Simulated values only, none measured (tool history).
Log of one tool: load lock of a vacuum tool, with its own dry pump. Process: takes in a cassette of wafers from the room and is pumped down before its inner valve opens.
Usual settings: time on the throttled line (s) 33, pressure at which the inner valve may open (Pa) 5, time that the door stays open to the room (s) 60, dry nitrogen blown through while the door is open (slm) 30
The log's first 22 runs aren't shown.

run    hour  time on the throttled line (s)  pressure at which the inner valve may open (Pa)  time that the door stays open to the room (s)  dry nitrogen blown through while the door is open (slm)  hours that the pump has run since its overhaul  times that the door has closed on its seal  incoming humidity of the room's air, %  time from the closed door until the inner valve may open (s)  rise of the pressure with all valves shut (Pa/min)
 23  2589.5                              33                                                5                                             60                                                       17                                            3659                                       40131                                    41.8                                                          61.6                                               0.169
 24  2738.2                              28                                                5                                             28                                                        7                                            3807                                       40864                                    41.8                                                            57                                               0.173
 25  2856.8                              60                                               10                                             44                                                       15                                            3926                                       41450                                    43.2                                                          81.6                                               0.181
 26  2949.7                              60                                               10                                             44                                                       15                                            4019                                       41908                                    47.7                                                          82.3                                               0.183
 27  3037.4                              36                                                6                                             52                                                        5                                            4107                                       42341                                    44.9                                                          62.7                                               0.205
 28  3122.1                              36                                                6                                             52                                                        5                                            4191                                       42759                                    42.3                                                          62.8                                               0.202
 29  3226.6                              33                                                5                                            100                                                        4                                            4296                                       43274                                    49.9                                                          60.8                                               0.241
 30  3393.7                              36                                                5                                            122                                                        7                                            4463                                       44099                                    44.3                                                          64.4                                               0.236
 31  3463.6                              36                                                5                                            122                                                        7                                            4533                                       44444                                    45.1                                                          65.1                                               0.239
 32  3583.8                              36                                                5                                            122                                                        7                                            4653                                       45037                                    43.6                                                          64.6                                               0.237
 33  3709.7                              28                                                5                                             46                                                        6                                            4779                                       45658                                    48.7                                                          57.6                                               0.226
 34  3842.4                              28                                                5                                             46                                                        6                                            4912                                       46313                                    47.6                                                          57.6                                               0.225
 35  3927.8                              28                                                5                                             46                                                        6                                            4997                                       46734                                    42.3                                                          57.7                                                0.22
 36  4081.4                              30                                                5                                            195                                                       30                                            5151                                       47492                                    45.1                                                          59.8                                               0.228
 37    4203                              33                                                5                                            100                                                        5                                            5272                                       48092                                    44.7                                                          62.3                                               0.256

Forecast each of these 3 alternatives for the next run:
  A  4335.3                              33                                                5                                             60                                                       23                                            5405                                       48745                                    47.2                                                             ?                                                   ?
  B  4335.3                              18                                                6                                             87                                                        5                                            5405                                       48745                                    45.2                                                             ?                                                   ?
  C  4335.3                              39                                                6                                             60                                                        8                                            5405                                       48745                                    44.9                                                             ?                                                   ?

run  time from the closed door until the inner valve may open (s)  rise of the pressure with all valves shut (Pa/min)
  A                                                          62.4                                               0.221
  B                                                          49.4                                               0.255
  C                                                          66.4                                               0.239
Without the tool's hidden state the same runs would have given:
run  time from the closed door until the inner valve may open (s)  rise of the pressure with all valves shut (Pa/min)
  A                                                          61.2                                               0.052
  B                                                          48.1                                               0.088
  C                                                          65.3                                               0.074
